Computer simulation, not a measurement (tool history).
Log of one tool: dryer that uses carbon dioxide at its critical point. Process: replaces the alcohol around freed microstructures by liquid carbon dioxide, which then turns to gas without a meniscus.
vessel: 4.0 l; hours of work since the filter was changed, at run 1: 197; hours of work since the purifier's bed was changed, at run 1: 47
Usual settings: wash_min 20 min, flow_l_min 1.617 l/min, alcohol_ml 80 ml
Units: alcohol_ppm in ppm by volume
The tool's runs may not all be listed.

| run | hour | wash_min | flow_l_min | alcohol_ml | hours of work since the filter was changed | hours of work since the purifier's bed was changed | alcohol_ppm |
|---|---|---|---|---|---|---|---|
| 1 | 0.0 | 20 | 1.617 | 80 | 197 | 47 | 75 |
| 2 | 16.6 | 20 | 1.617 | 106 | 210 | 60 | 98 |
| 3 | 30.8 | 20 | 2.040 | 106 | 220 | 70 | 43 |
| 4 | 42.1 | 20 | 1.010 | 80 | 229 | 79 | 640 |
| 5 | 56.0 | 20 | 1.617 | 80 | 239 | 89 | 103 |
| 6 | 73.7 | 20 | 1.617 | 36 | 252 | 102 | 63 |
| 7 | 87.1 | 20 | 1.617 | 80 | 262 | 112 | 97 |
| 8 | 99.3 | 20 | 1.617 | 80 | 271 | 121 | 106 |
| 9 | 110.3 | 25 | 1.617 | 80 | 279 | 129 | 57 |
| 10 | 128.5 | 25 | 1.530 | 80 | 293 | 143 | 74 |
| 11 | 138.0 | 25 | 1.530 | 80 | 300 | 150 | 71 |
| 12 | 153.5 | 25 | 1.530 | 80 | 312 | 162 | 71 |
| 13 | 172.8 | 25 | 1.530 | 80 | 326 | 176 | 68 |
| 14 | 192.1 | 25 | 1.530 | 80 | 341 | 191 | 76 |
| 15 | 212.6 | 25 | 1.530 | 80 | 356 | 206 | 98 |
| 16 | 225.9 | 25 | 1.530 | 80 | 366 | 216 | 95 |
|  | 229.5 | inlet filter changed |
| 17 | 245.5 | 20 | 2.110 | 80 | 12 | 230 | 79 |
| 18 | 263.1 | 20 | 2.110 | 80 | 25 | 243 | 68 |
| 19 | 281.1 | 20 | 2.110 | 80 | 38 | 256 | 76 |
| 20 | 301.3 | 20 | 2.110 | 80 | 54 | 271 | 67 |
| 21 | 321.1 | 20 | 1.617 | 80 | 68 | 286 | 119 |
| 22 | 337.0 | 20 | 1.270 | 80 | 80 | 298 | 269 |
| 23 | 357.9 | 31 | 1.617 | 62 | 96 | 314 | 78 |
| 24 | 378.9 | 28 | 2.190 | 20 | 112 | 329 | 72 |
| 25 | 395.0 | 19 | 1.360 | 23 | 124 | 341 | 142 |
| 26 | 412.7 | 17 | 1.090 | 23 | 137 | 355 | 292 |
| 27 | 422.6 | 17 | 1.090 | 23 | 144 | 362 | 295 |
| 28 | 434.0 | 13 | 1.890 | 45 | 153 | 370 | 212 |
| 29 | 449.1 | 21 | 1.550 | 80 | 164 | 382 | 148 |
| 30 | 459.0 | 21 | 1.550 | 80 | 171 | 389 | 150 |
| 31 | 469.3 | 20 | 1.617 | 29 | 179 | 397 | 124 |
| 32 | 478.2 | 20 | 1.617 | 29 | 186 | 403 | 114 |
| 33 | 487.0 | 22 | 1.617 | 80 | 192 | 410 | 134 |
| 34 | 495.7 | 15 | 1.190 | 58 | 199 | 417 | 727 |
| 35 | 517.1 | 15 | 1.190 | 58 | 215 | 433 | 735 |
| 36 | 533.2 | 14 | 1.930 | 36 | 227 | 445 | 189 |
| 37 | 541.9 | 27 | 1.810 | 65 | 233 | 451 | 110 |
| 38 | 553.0 | 20 | 1.617 | 35 | 242 | 459 | 132 |
| 39 | 565.4 | 20 | 1.617 | 35 | 251 | 469 | 146 |
| 40 | 585.6 | 20 | 1.617 | 35 | 266 | 484 | 154 |
| 41 | 596.8 | 20 | 0.980 | 49 | 274 | 492 | 567 |
| 42 | 609.4 | 29 | 1.090 | 52 | 284 | 501 | 184 |
| 43 | 629.1 | 15 | 2.000 | 26 | 298 | 516 | 151 |
| 44 | 647.5 | 22 | 2.000 | 26 | 312 | 530 | 127 |

Some steps in alcohol_ppm between neighbouring runs. How much of each would the tool show without its hidden state too (settings, what came in, random variation), and how much is left for the hidden state, with any gauge scatter that isn't in both results?
The hidden state here: flow that reaches the vessel past the clogged filter, %; alcohol in the recycled carbon dioxide, ppm; drift of the gauge itself on alcohol_ppm, %.
Run 3 -> 4: flow_l_min 2.040 -> 1.010, alcohol_ml 106 -> 80. alcohol_ppm +597 ppm by volume: hidden state +151, all else +446.
Run 4 -> 5: flow_l_min 1.010 -> 1.617. alcohol_ppm -537 ppm by volume: hidden state -129, all else -408.
Run 33 -> 34: wash_min 22 -> 15, flow_l_min 1.617 -> 1.190, alcohol_ml 80 -> 58. alcohol_ppm +593 ppm by volume: hidden state +127, all else +466.
Run 35 -> 36: wash_min 15 -> 14, flow_l_min 1.190 -> 1.930, alcohol_ml 58 -> 36. alcohol_ppm -546 ppm by volume: hidden state -125, all else -421.
